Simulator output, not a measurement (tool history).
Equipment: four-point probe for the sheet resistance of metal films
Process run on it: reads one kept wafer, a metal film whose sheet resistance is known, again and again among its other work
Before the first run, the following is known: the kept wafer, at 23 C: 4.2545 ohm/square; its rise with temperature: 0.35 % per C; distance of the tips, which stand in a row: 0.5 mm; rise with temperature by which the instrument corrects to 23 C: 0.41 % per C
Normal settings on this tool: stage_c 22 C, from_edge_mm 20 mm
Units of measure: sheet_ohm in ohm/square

Run 1, day 0.000: usual settings. Result: sheet_ohm 4.281736 ohm/square.
Run 2, day 0.700: usual settings. Result: sheet_ohm 4.282025 ohm/square.
Run 3, day 1.617: usual settings. Result: sheet_ohm 4.282690 ohm/square.
Run 4, day 2.529: usual settings. Result: sheet_ohm 4.281431 ohm/square.
Run 5, day 3.354: usual settings. Result: sheet_ohm 4.284201 ohm/square.
Run 6, day 4.138: usual settings but stage_c 26 C. Result: sheet_ohm 4.272456 ohm/square.
Run 7, day 5.183: usual settings but stage_c 26 C. Result: sheet_ohm 4.272163 ohm/square.
Run 8, day 6.258: usual settings but stage_c 26 C. Result: sheet_ohm 4.273033 ohm/square.
Run 9, day 7.038: usual settings but stage_c 20 C, from_edge_mm 51 mm. Result: sheet_ohm 4.287503 ohm/square.
Run 10, day 7.808: usual settings but stage_c 25 C, from_edge_mm 6 mm. Result: sheet_ohm 4.290177 ohm/square.
Run 11, day 8.717: usual settings but stage_c 25 C, from_edge_mm 6 mm. Result: sheet_ohm 4.291666 ohm/square.

Estimate the outcome of run 12 from the log above:
Run 12, day 9.192: usual settings but stage_c 25 C, from_edge_mm 6 mm. Result: sheet_ohm ?.

sheet_ohm: 4.291406 ohm/square
On a tool with no hidden condition, and with the same random variation, this run would have come out at sheet_ohm 4.265460 ohm/square.
